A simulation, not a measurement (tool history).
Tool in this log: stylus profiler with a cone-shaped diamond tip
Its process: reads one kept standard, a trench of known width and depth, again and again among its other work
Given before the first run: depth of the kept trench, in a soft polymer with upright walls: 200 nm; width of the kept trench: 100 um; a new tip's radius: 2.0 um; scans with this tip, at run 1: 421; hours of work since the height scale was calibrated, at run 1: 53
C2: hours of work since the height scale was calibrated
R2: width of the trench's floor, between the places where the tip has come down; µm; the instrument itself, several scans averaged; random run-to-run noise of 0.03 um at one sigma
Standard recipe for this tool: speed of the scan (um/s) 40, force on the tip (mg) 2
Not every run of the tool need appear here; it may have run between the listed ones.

run 1 hour=0 | speed_of_the_scan_(um/s)=40 force_on_the_tip_(mg)=2 | scans_with_this_tip=421 C2=53 | depth_of_the_trench_(Å)=2016.7 R2=98.1
run 2 hour=22.1 | speed_of_the_scan_(um/s)=40 force_on_the_tip_(mg)=5.8 | scans_with_this_tip=549 C2=69 | depth_of_the_trench_(Å)=2034.6 R2=98.16
run 3 hour=50.6 | speed_of_the_scan_(um/s)=40 force_on_the_tip_(mg)=5.8 | scans_with_this_tip=713 C2=89 | depth_of_the_trench_(Å)=2036.4 R2=98.13
run 4 hour=75.4 | speed_of_the_scan_(um/s)=40 force_on_the_tip_(mg)=5.8 | scans_with_this_tip=856 C2=107 | depth_of_the_trench_(Å)=2034.2 R2=98.08
run 5 hour=101.8 | speed_of_the_scan_(um/s)=139 force_on_the_tip_(mg)=2 | scans_with_this_tip=1009 C2=126 | depth_of_the_trench_(Å)=2017.5 R2=97.75
run 6 hour=135.2 | speed_of_the_scan_(um/s)=58 force_on_the_tip_(mg)=2 | scans_with_this_tip=1201 C2=150 | depth_of_the_trench_(Å)=2017.7 R2=98.01
run 7 hour=151.8 | speed_of_the_scan_(um/s)=58 force_on_the_tip_(mg)=2 | scans_with_this_tip=1297 C2=162 | depth_of_the_trench_(Å)=2016.1 R2=98.02
run 8 hour=179.2 | speed_of_the_scan_(um/s)=39 force_on_the_tip_(mg)=2 | scans_with_this_tip=1455 C2=182 | depth_of_the_trench_(Å)=2017.3 R2=98.03
run 9 hour=211.7 | speed_of_the_scan_(um/s)=39 force_on_the_tip_(mg)=2 | scans_with_this_tip=1643 C2=205 | depth_of_the_trench_(Å)=2018 R2=98.06
run 10 hour=231.3 | speed_of_the_scan_(um/s)=40 force_on_the_tip_(mg)=2 | scans_with_this_tip=1755 C2=219 | depth_of_the_trench_(Å)=2017.5 R2=98.05
run 11 hour=253 | speed_of_the_scan_(um/s)=29 force_on_the_tip_(mg)=4.6 | scans_with_this_tip=1881 C2=235 | depth_of_the_trench_(Å)=2029.3 R2=98.08
run 12 hour=285.7 | speed_of_the_scan_(um/s)=132 force_on_the_tip_(mg)=4.6 | scans_with_this_tip=2069 C2=259 | depth_of_the_trench_(Å)=2030.6 R2=97.92
run 13 hour=305.6 | speed_of_the_scan_(um/s)=132 force_on_the_tip_(mg)=0.99 | scans_with_this_tip=2184 C2=273 | depth_of_the_trench_(Å)=2013.1 R2=97.54
run 14 hour=339 | speed_of_the_scan_(um/s)=36 force_on_the_tip_(mg)=3.71 | scans_with_this_tip=2376 C2=297 | depth_of_the_trench_(Å)=2026.7 R2=98.06
run 15 hour=357.9 | speed_of_the_scan_(um/s)=51 force_on_the_tip_(mg)=4.29 | scans_with_this_tip=2486 C2=311 | depth_of_the_trench_(Å)=2028.7 R2=98.05
run 16 hour=392.4 | speed_of_the_scan_(um/s)=51 force_on_the_tip_(mg)=4.29 | scans_with_this_tip=2685 C2=336 | depth_of_the_trench_(Å)=2031.6 R2=98.04
run 17 hour=423.7 | speed_of_the_scan_(um/s)=51 force_on_the_tip_(mg)=1.47 | scans_with_this_tip=2865 C2=358 | depth_of_the_trench_(Å)=2016.3 R2=97.94
run 18 hour=454.5 | speed_of_the_scan_(um/s)=51 force_on_the_tip_(mg)=1.47 | scans_with_this_tip=3043 C2=380 | depth_of_the_trench_(Å)=2015.1 R2=97.91
run 19 hour=475.5 | speed_of_the_scan_(um/s)=51 force_on_the_tip_(mg)=1.47 | scans_with_this_tip=3164 C2=396 | depth_of_the_trench_(Å)=2011.7 R2=97.89
run 20 hour=503.6 | speed_of_the_scan_(um/s)=51 force_on_the_tip_(mg)=1.47 | scans_with_this_tip=3326 C2=416 | depth_of_the_trench_(Å)=2015.5 R2=97.98

Selected run-to-run steps in depth of the trench (Å), each split into two signed amounts: the part the tool would show with no hidden state at all (from settings, incoming material and random variation), and the remainder, which goes to the hidden state together with any gauge scatter not common to the measured and the hidden-state-free results:
Hidden state at play: radius of the tip, um; height scale over the true one, %; drift of the gauge itself on depth_nm, %; drift of the gauge itself on floor_um, %.
Run 1 -> 2: force on the tip (mg) 2 -> 5.8. depth of the trench (Å) +17.9: hidden state +0.2, all else +17.7.
Run 5 -> 6: speed of the scan (um/s) 139 -> 58. depth of the trench (Å) +0.2: hidden state +0.2, all else +0.
Run 12 -> 13: force on the tip (mg) 4.6 -> 0.99. depth of the trench (Å) -17.5: hidden state +0.1, all else -17.6.
